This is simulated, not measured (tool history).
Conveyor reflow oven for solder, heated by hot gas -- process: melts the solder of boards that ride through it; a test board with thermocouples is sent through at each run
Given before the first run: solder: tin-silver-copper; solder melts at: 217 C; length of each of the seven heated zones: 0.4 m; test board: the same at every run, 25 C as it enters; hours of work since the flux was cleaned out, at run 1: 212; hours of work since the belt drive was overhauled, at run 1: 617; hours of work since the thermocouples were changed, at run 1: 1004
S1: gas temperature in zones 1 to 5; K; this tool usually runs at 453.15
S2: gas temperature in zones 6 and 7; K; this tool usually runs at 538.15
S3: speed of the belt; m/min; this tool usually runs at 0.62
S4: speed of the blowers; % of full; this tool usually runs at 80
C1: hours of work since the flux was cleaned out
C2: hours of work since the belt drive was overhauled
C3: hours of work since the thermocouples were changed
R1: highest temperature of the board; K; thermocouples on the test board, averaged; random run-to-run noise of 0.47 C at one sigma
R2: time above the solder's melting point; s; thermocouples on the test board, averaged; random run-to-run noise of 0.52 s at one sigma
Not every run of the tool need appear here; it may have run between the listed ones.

run,day,S1,S2,S3,S4,C1,C2,C3,R1,R2
1,0,453.15,538.15,0.62,80,212,617,1004,524.05,60
# day 0.6: thermocouples of zones 6 and 7 changed
2,1.079,453.15,538.15,0.62,80,229,634,8,525.75,63
3,1.654,453.15,538.15,0.62,80,239,643,18,526.75,62.8
4,2.654,454.15,538.15,0.62,80,256,660,35,526.85,63
5,3.538,464.15,538.15,0.62,80,270,675,50,527.35,67.9
# day 4.533: flux residue cleaned out of gas plates and filters
6,4.592,464.15,538.15,0.62,80,1,689,64,529.65,69.2
7,5.712,453.15,538.15,0.62,64,20,708,83,523.75,60.2
8,6.396,453.15,538.15,0.72,80,31,720,94,523.85,51.6
9,7.6,464.15,538.15,0.72,80,52,740,115,526.65,57.5
10,8.625,453.15,549.15,0.62,80,69,758,132,537.85,67.9
11,9.667,453.15,549.15,0.62,80,87,775,150,536.65,68.5
12,10.467,453.15,549.15,0.62,80,100,789,163,536.55,68.1
13,11.392,453.15,549.15,0.62,88,116,804,179,537.45,68.9
14,12.571,453.15,549.15,0.62,88,136,824,199,538.25,69.6
15,13.746,453.15,549.15,0.62,88,156,844,218,538.15,69.1
16,14.275,452.15,545.15,0.62,68,164,853,227,529.45,63.5
17,14.979,458.15,538.15,0.631,80,176,865,239,526.25,63.5
18,15.496,440.15,531.15,0.566,66,185,874,248,516.75,55.9
19,16.117,467.15,538.15,0.62,80,196,884,259,529.05,70
20,16.717,439.15,538.15,0.71,80,206,894,269,519.95,44.6
21,17.271,439.15,538.15,0.71,80,215,904,278,520.65,44.9
22,18.071,439.15,538.15,0.71,84,229,917,292,521.25,46.3
23,18.696,439.15,538.15,0.71,84,239,928,302,520.25,45.8
24,19.254,453.15,530.15,0.62,80,249,937,312,518.15,56.7
25,19.767,453.15,530.15,0.62,80,257,946,320,518.75,57
26,20.346,447.15,526.15,0.732,80,267,956,330,510.05,35.9
27,21.033,447.15,552.15,0.732,69,279,967,342,528.15,50.3
# day 21.542: flux residue cleaned out of gas plates and filters
28,22.35,445.15,530.15,0.62,80,14,986,360,518.85,54.7
29,23.325,440.15,538.15,0.62,80,30,1002,377,524.85,58.6
30,24.267,440.15,527.15,0.515,80,46,1018,393,518.65,67

Entry by entry between the runs, the difference in hidden state between the last listed run before and the first listed run after:
Between runs 1 and 2: thermocouples of zones 6 and 7 changed (day 0.6)
  heat that the gas passes to the board, % of a clean oven's: 92.3 -> 91.7; belt's true speed, % of the reading: 99.45 -> 99.44; true gas temperature in zones 6 and 7 over the reading, C: -4.11 -> 0.3
  measured less the result without the state, R1: -5.2 -> -1.3 K; R2: -3.5 -> -1 s
Between runs 5 and 6: flux residue cleaned out of gas plates and filters (day 4.533)
  heat that the gas passes to the board, % of a clean oven's: 90.4 -> 99.9; belt's true speed, % of the reading: 99.39 -> 99.38; true gas temperature in zones 6 and 7 over the reading, C: 0.14 -> 0.09
  measured less the result without the state, R1: -1.6 -> +0.2 K; R2: -0.8 -> +0.5 s
Between runs 27 and 28: flux residue cleaned out of gas plates and filters (day 21.542)
  heat that the gas passes to the board, % of a clean oven's: 90.9 -> 99.3; belt's true speed, % of the reading: 99.08 -> 99.06; true gas temperature in zones 6 and 7 over the reading, C: -0.99 -> -1.06
  measured less the result without the state, R1: -3.2 -> -0.8 K; R2: -1.7 -> -0.1 s
